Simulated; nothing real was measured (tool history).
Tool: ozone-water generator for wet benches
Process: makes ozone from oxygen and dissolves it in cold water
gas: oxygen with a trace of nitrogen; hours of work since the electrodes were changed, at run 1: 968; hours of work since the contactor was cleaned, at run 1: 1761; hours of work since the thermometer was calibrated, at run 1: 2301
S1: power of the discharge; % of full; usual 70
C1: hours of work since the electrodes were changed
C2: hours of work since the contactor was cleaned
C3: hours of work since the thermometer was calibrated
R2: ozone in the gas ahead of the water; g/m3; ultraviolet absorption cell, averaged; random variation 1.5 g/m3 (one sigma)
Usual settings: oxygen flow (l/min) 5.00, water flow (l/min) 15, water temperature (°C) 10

{"run": 1, "hour": 0.0, "S1": 70, "oxygen flow (l/min)": 5.0, "water flow (l/min)": 15, "water temperature (°C)": 10, "C1": 968, "C2": 1761, "C3": 2301, "dissolved ozone (ppm)": 26.4, "R2": 271.2}
{"run": 2, "hour": 18.9, "S1": 70, "oxygen flow (l/min)": 3.7, "water flow (l/min)": 15, "water temperature (°C)": 10, "C1": 982, "C2": 1775, "C3": 2315, "dissolved ozone (ppm)": 25.0, "R2": 305.2}
{"run": 3, "hour": 50.9, "S1": 70, "oxygen flow (l/min)": 3.7, "water flow (l/min)": 15, "water temperature (°C)": 10, "C1": 1005, "C2": 1798, "C3": 2339, "dissolved ozone (ppm)": 24.7, "R2": 301.9}
{"run": 4, "hour": 89.1, "S1": 70, "oxygen flow (l/min)": 5.0, "water flow (l/min)": 15, "water temperature (°C)": 10, "C1": 1033, "C2": 1826, "C3": 2367, "dissolved ozone (ppm)": 26.3, "R2": 269.6}
{"run": 5, "hour": 106.2, "S1": 45, "oxygen flow (l/min)": 5.0, "water flow (l/min)": 15, "water temperature (°C)": 10, "C1": 1046, "C2": 1839, "C3": 2379, "dissolved ozone (ppm)": 19.7, "R2": 202.7}
{"run": 6, "hour": 123.7, "S1": 70, "oxygen flow (l/min)": 6.8, "water flow (l/min)": 15, "water temperature (°C)": 10, "C1": 1059, "C2": 1852, "C3": 2392, "dissolved ozone (ppm)": 27.3, "R2": 239.2}
{"run": 7, "hour": 143.7, "S1": 70, "oxygen flow (l/min)": 6.8, "water flow (l/min)": 15, "water temperature (°C)": 10, "C1": 1073, "C2": 1866, "C3": 2407, "dissolved ozone (ppm)": 27.0, "R2": 237.7}
{"run": 8, "hour": 169.2, "S1": 70, "oxygen flow (l/min)": 6.8, "water flow (l/min)": 15, "water temperature (°C)": 10, "C1": 1092, "C2": 1885, "C3": 2425, "dissolved ozone (ppm)": 27.1, "R2": 236.8}
{"run": 9, "hour": 187.9, "S1": 70, "oxygen flow (l/min)": 5.0, "water flow (l/min)": 15, "water temperature (°C)": 10, "C1": 1106, "C2": 1899, "C3": 2439, "dissolved ozone (ppm)": 26.1, "R2": 272.4}
{"run": 10, "hour": 219.5, "S1": 70, "oxygen flow (l/min)": 5.0, "water flow (l/min)": 21, "water temperature (°C)": 10, "C1": 1129, "C2": 1922, "C3": 2462, "dissolved ozone (ppm)": 18.2, "R2": 266.7}
{"run": 11, "hour": 247.7, "S1": 70, "oxygen flow (l/min)": 5.0, "water flow (l/min)": 21, "water temperature (°C)": 10, "C1": 1149, "C2": 1942, "C3": 2483, "dissolved ozone (ppm)": 18.4, "R2": 268.9}
{"run": 12, "hour": 283.5, "S1": 70, "oxygen flow (l/min)": 5.0, "water flow (l/min)": 21, "water temperature (°C)": 10, "C1": 1176, "C2": 1969, "C3": 2509, "dissolved ozone (ppm)": 18.5, "R2": 267.8}
{"run": 13, "hour": 321.1, "S1": 70, "oxygen flow (l/min)": 5.0, "water flow (l/min)": 15, "water temperature (°C)": 6, "C1": 1203, "C2": 1996, "C3": 2537, "dissolved ozone (ppm)": 27.6, "R2": 268.2}
{"run": 14, "hour": 342.3, "S1": 70, "oxygen flow (l/min)": 5.0, "water flow (l/min)": 15, "water temperature (°C)": 8, "C1": 1219, "C2": 2012, "C3": 2552, "dissolved ozone (ppm)": 26.8, "R2": 266.5}
{"run": 15, "hour": 370.3, "S1": 70, "oxygen flow (l/min)": 5.0, "water flow (l/min)": 15, "water temperature (°C)": 8, "C1": 1239, "C2": 2032, "C3": 2573, "dissolved ozone (ppm)": 27.0, "R2": 265.5}
{"run": 16, "hour": 406.9, "S1": 70, "oxygen flow (l/min)": 5.0, "water flow (l/min)": 15, "water temperature (°C)": 13, "C1": 1266, "C2": 2059, "C3": 2600, "dissolved ozone (ppm)": 24.9, "R2": 266.8}
{"run": 17, "hour": 436.0, "S1": 88, "oxygen flow (l/min)": 5.0, "water flow (l/min)": 15, "water temperature (°C)": 14, "C1": 1288, "C2": 2081, "C3": 2621, "dissolved ozone (ppm)": 28.3, "R2": 313.7}
{"run": 18, "hour": 471.4, "S1": 42, "oxygen flow (l/min)": 5.0, "water flow (l/min)": 11, "water temperature (°C)": 10, "C1": 1314, "C2": 2107, "C3": 2647, "dissolved ozone (ppm)": 24.9, "R2": 192.5}
{"hour": 492.2, "done": "water thermometer calibrated"}
{"run": 19, "hour": 509.2, "S1": 58, "oxygen flow (l/min)": 6.62, "water flow (l/min)": 14, "water temperature (°C)": 6, "C1": 1341, "C2": 2134, "C3": 12, "dissolved ozone (ppm)": 27.1, "R2": 212.4}
{"run": 20, "hour": 540.1, "S1": 58, "oxygen flow (l/min)": 5.0, "water flow (l/min)": 15, "water temperature (°C)": 10, "C1": 1364, "C2": 2157, "C3": 35, "dissolved ozone (ppm)": 23.0, "R2": 238.2}
{"run": 21, "hour": 560.3, "S1": 58, "oxygen flow (l/min)": 5.0, "water flow (l/min)": 15, "water temperature (°C)": 10, "C1": 1378, "C2": 2171, "C3": 50, "dissolved ozone (ppm)": 23.1, "R2": 234.9}
{"run": 22, "hour": 582.1, "S1": 58, "oxygen flow (l/min)": 5.0, "water flow (l/min)": 15, "water temperature (°C)": 10, "C1": 1394, "C2": 2187, "C3": 66, "dissolved ozone (ppm)": 22.8, "R2": 237.7}
{"run": 23, "hour": 617.9, "S1": 58, "oxygen flow (l/min)": 5.0, "water flow (l/min)": 15, "water temperature (°C)": 10, "C1": 1421, "C2": 2214, "C3": 92, "dissolved ozone (ppm)": 23.0, "R2": 235.3}
{"run": 24, "hour": 644.9, "S1": 50, "oxygen flow (l/min)": 5.03, "water flow (l/min)": 23, "water temperature (°C)": 8, "C1": 1441, "C2": 2234, "C3": 112, "dissolved ozone (ppm)": 13.4, "R2": 213.8}
{"run": 25, "hour": 679.8, "S1": 70, "oxygen flow (l/min)": 5.0, "water flow (l/min)": 16, "water temperature (°C)": 10, "C1": 1466, "C2": 2259, "C3": 138, "dissolved ozone (ppm)": 24.3, "R2": 266.8}
{"run": 26, "hour": 714.9, "S1": 49, "oxygen flow (l/min)": 5.64, "water flow (l/min)": 9, "water temperature (°C)": 13, "C1": 1492, "C2": 2285, "C3": 163, "dissolved ozone (ppm)": 30.4, "R2": 200.0}
{"run": 27, "hour": 739.1, "S1": 78, "oxygen flow (l/min)": 4.01, "water flow (l/min)": 10, "water temperature (°C)": 8, "C1": 1510, "C2": 2303, "C3": 181, "dissolved ozone (ppm)": 41.1, "R2": 310.2}
{"run": 28, "hour": 765.1, "S1": 96, "oxygen flow (l/min)": 3.23, "water flow (l/min)": 22, "water temperature (°C)": 16, "C1": 1529, "C2": 2322, "C3": 200, "dissolved ozone (ppm)": 17.7, "R2": 387.2}
{"run": 29, "hour": 799.7, "S1": 63, "oxygen flow (l/min)": 3.53, "water flow (l/min)": 11, "water temperature (°C)": 10, "C1": 1554, "C2": 2347, "C3": 226, "dissolved ozone (ppm)": 30.6, "R2": 287.0}
{"run": 30, "hour": 822.6, "S1": 63, "oxygen flow (l/min)": 3.53, "water flow (l/min)": 11, "water temperature (°C)": 10, "C1": 1571, "C2": 2364, "C3": 242, "dissolved ozone (ppm)": 31.0, "R2": 285.2}
{"run": 31, "hour": 853.6, "S1": 63, "oxygen flow (l/min)": 3.53, "water flow (l/min)": 11, "water temperature (°C)": 7, "C1": 1594, "C2": 2387, "C3": 265, "dissolved ozone (ppm)": 31.8, "R2": 286.3}
{"run": 32, "hour": 890.9, "S1": 63, "oxygen flow (l/min)": 3.53, "water flow (l/min)": 11, "water temperature (°C)": 7, "C1": 1621, "C2": 2414, "C3": 293, "dissolved ozone (ppm)": 32.2, "R2": 285.9}

Forecast each of these 3 alternatives for the next run:
{"run": "A", "hour": 917.0, "S1": 70, "oxygen flow (l/min)": 5.0, "water flow (l/min)": 23, "water temperature (°C)": 10, "C1": 1640, "C2": 2433, "C3": 312, "dissolved ozone (ppm)": "?", "R2": "?"}
{"run": "B", "hour": 917.0, "S1": 70, "oxygen flow (l/min)": 3.95, "water flow (l/min)": 15, "water temperature (°C)": 10, "C1": 1640, "C2": 2433, "C3": 312, "dissolved ozone (ppm)": "?", "R2": "?"}
{"run": "C", "hour": 917.0, "S1": 70, "oxygen flow (l/min)": 3.86, "water flow (l/min)": 15, "water temperature (°C)": 10, "C1": 1640, "C2": 2433, "C3": 312, "dissolved ozone (ppm)": "?", "R2": "?"}

run=A dissolved_ozone_(ppm)=16.3 R2=266.9
run=B dissolved_ozone_(ppm)=24.4 R2=297.1
run=C dissolved_ozone_(ppm)=24.6 R2=296.9
Without the tool's hidden state the same runs would have given:
run=A dissolved_ozone_(ppm)=18.3 R2=277.7
run=B dissolved_ozone_(ppm)=27.2 R2=309.1
run=C dissolved_ozone_(ppm)=27.4 R2=308.8
